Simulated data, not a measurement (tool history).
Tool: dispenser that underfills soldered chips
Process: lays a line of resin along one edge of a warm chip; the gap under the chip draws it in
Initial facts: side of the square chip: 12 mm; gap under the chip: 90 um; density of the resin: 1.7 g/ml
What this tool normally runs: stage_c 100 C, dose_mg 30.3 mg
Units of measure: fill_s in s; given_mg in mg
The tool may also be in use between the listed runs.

run  hour  stage_c  dose_mg  fill_s  given_mg
  1   0.0      100     30.3    74.0     29.41
      4.2  -- new syringe of resin
  2   4.5       90     30.3    92.2     29.27
  3   6.9       90     27.4   101.7     26.49
  4  11.7      100     33.5    76.2     32.03
     13.1  -- new syringe of resin
  5  15.6      100     30.3    68.8     28.90
  6  19.3      100     30.3    75.9     29.05
     22.1  -- new syringe of resin
  7  22.2      100     30.3    62.9     28.92
  8  25.4      100     30.3    69.9     28.91
  9  29.1      100     28.4    78.5     27.05
     30.8  -- new syringe of resin
 10  32.0      100     30.3    67.7     28.83
 11  34.4      100     30.3    71.4     28.92
 12  37.9      100     30.3    78.6     28.63
     39.4  -- new syringe of resin
 13  42.9      100     30.3    69.8     28.77
 14  45.0      100     30.3    71.9     28.61
     48.1  -- new syringe of resin
 15  49.1      103     30.3    59.4     28.47
 16  51.5      103     30.3    64.0     28.35
 17  56.1      103     30.3    72.2     28.51
     56.8  -- new syringe of resin
 18  61.2      103     30.3    66.2     28.49
 19  64.0      107     33.2    60.7     31.12

Estimate the outcome of run 20 from the log above:
     65.5  -- new syringe of resin
 20  67.6      107     33.2       ?         ?

Run 20 produced fill_s 52.6 s, given_mg 30.96 mg.
Without the tool's hidden state the same run would have given fill_s 49.6 s, given_mg 33.18 mg.
